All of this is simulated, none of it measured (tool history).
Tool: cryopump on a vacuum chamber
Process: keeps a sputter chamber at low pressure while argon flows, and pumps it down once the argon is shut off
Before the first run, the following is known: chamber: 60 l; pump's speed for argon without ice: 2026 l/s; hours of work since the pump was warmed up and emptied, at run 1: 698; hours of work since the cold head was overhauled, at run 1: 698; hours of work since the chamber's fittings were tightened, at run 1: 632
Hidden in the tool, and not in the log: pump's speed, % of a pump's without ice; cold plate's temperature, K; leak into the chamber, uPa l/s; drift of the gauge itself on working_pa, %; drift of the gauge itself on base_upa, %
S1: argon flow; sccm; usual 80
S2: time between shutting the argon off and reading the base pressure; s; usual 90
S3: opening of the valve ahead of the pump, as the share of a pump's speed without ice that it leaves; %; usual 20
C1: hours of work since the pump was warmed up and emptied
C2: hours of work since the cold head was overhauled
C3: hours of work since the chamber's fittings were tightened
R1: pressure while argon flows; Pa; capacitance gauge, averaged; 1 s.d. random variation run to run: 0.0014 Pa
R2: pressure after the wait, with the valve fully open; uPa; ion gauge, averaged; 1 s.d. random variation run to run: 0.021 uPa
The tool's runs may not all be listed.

| run | hour | S1 | S2 | S3 | C1 | C2 | C3 | R1 | R2 |
|---|---|---|---|---|---|---|---|---|---|
| 1 | 0 | 80 | 90 | 20 | 698 | 698 | 632 | 0.3474 | 1.01 |
| 2 | 38.8 | 80 | 90 | 20 | 715 | 715 | 649 | 0.3522 | 1.02 |
| 3 | 79.9 | 80 | 90 | 20 | 732 | 732 | 667 | 0.3497 | 1.06 |
| 4 | 114.6 | 80 | 90 | 19 | 747 | 747 | 682 | 0.3695 | 1.07 |
| 5 | 161 | 80 | 90 | 19 | 767 | 767 | 702 | 0.3703 | 1.09 |
| 6 | 211.7 | 80 | 90 | 19 | 789 | 789 | 724 | 0.3699 | 1.15 |
| 7 | 243.2 | 80 | 90 | 19 | 803 | 803 | 737 | 0.3717 | 1.13 |
| 8 | 277.8 | 80 | 90 | 19 | 817 | 817 | 752 | 0.3722 | 1.16 |
| 9 | 317.9 | 38 | 90 | 20 | 835 | 835 | 769 | 0.1673 | 1.16 |
| 10 | 352.6 | 38 | 90 | 20 | 850 | 850 | 784 | 0.1687 | 1.18 |
| 11 | 390.9 | 65 | 90 | 20 | 866 | 866 | 801 | 0.2871 | 1.23 |
| 12 | 425.4 | 65 | 90 | 20 | 881 | 881 | 816 | 0.2875 | 1.24 |
| 13 | 452.7 | 35 | 90 | 20 | 893 | 893 | 827 | 0.1571 | 1.22 |
| 14 | 496.6 | 35 | 90 | 20 | 912 | 912 | 846 | 0.1565 | 1.29 |
| 15 | 528.6 | 35 | 210 | 20 | 925 | 925 | 860 | 0.1537 | 1.13 |
| 16 | 558.8 | 35 | 210 | 20 | 938 | 938 | 873 | 0.1564 | 1.19 |
| 17 | 590.7 | 35 | 210 | 20 | 952 | 952 | 887 | 0.1559 | 1.16 |
| 18 | 626.3 | 143 | 60 | 20 | 967 | 967 | 902 | 0.6395 | 1.52 |
| 19 | 663.4 | 143 | 60 | 20 | 983 | 983 | 918 | 0.6405 | 1.45 |
| 20 | 713.6 | 80 | 160 | 20 | 1005 | 1005 | 940 | 0.3576 | 1.23 |
| 21 | 740.4 | 158 | 230 | 52 | 1017 | 1017 | 951 | 0.3072 | 1.26 |
| 22 | 793.6 | 158 | 230 | 52 | 1040 | 1040 | 974 | 0.3065 | 1.29 |
|  | 825.8 | pump warmed up, emptied and cooled again |
| 23 | 845.9 | 158 | 230 | 15 | 9 | 1060 | 995 | 0.8814 | 1 |
| 24 | 874.9 | 91 | 77 | 56 | 21 | 1072 | 1007 | 0.1376 | 1.15 |
| 25 | 901.5 | 148 | 90 | 20 | 33 | 1084 | 1019 | 0.6205 | 1.15 |
| 26 | 951.9 | 35 | 69 | 20 | 54 | 1106 | 1040 | 0.145 | 1.27 |
| 27 | 1001.6 | 34 | 90 | 20 | 76 | 1127 | 1062 | 0.1418 | 1.22 |
| 28 | 1035.5 | 34 | 90 | 20 | 90 | 1142 | 1076 | 0.1432 | 1.24 |
| 29 | 1066.8 | 34 | 90 | 20 | 104 | 1155 | 1090 | 0.1418 | 1.24 |
| 30 | 1119 | 95 | 27 | 29 | 126 | 1177 | 1112 | 0.2776 | 1.84 |
| 31 | 1149 | 80 | 52 | 46 | 139 | 1190 | 1125 | 0.1499 | 1.46 |
| 32 | 1172.6 | 80 | 90 | 37 | 149 | 1201 | 1135 | 0.184 | 1.27 |
| 33 | 1215.7 | 52 | 90 | 57 | 168 | 1219 | 1154 | 0.0793 | 1.27 |
| 34 | 1258 | 101 | 145 | 57 | 186 | 1237 | 1172 | 0.1533 | 1.22 |

Some steps in R1 between neighbouring runs. How much of each would the tool show without its hidden state too (settings, what came in, random variation), and how much is left for the hidden state, with any gauge scatter that isn't in both results?
Run 17 -> 18: S1 35 -> 143, S2 210 -> 60. R1 +0.4836 Pa: hidden state +0.0329, all else +0.4507.
Run 20 -> 21: S1 80 -> 158, S2 160 -> 230, S3 20 -> 52. R1 -0.0504 Pa: hidden state +0.0261, all else -0.0765.
Run 22 -> 23: S3 52 -> 15, pump warmed up, emptied and cooled again. R1 +0.5749 Pa: hidden state -0.051, all else +0.6259.
Run 23 -> 24: S1 158 -> 91, S2 230 -> 77, S3 15 -> 56. R1 -0.7438 Pa: hidden state -0.0005, all else -0.7433.
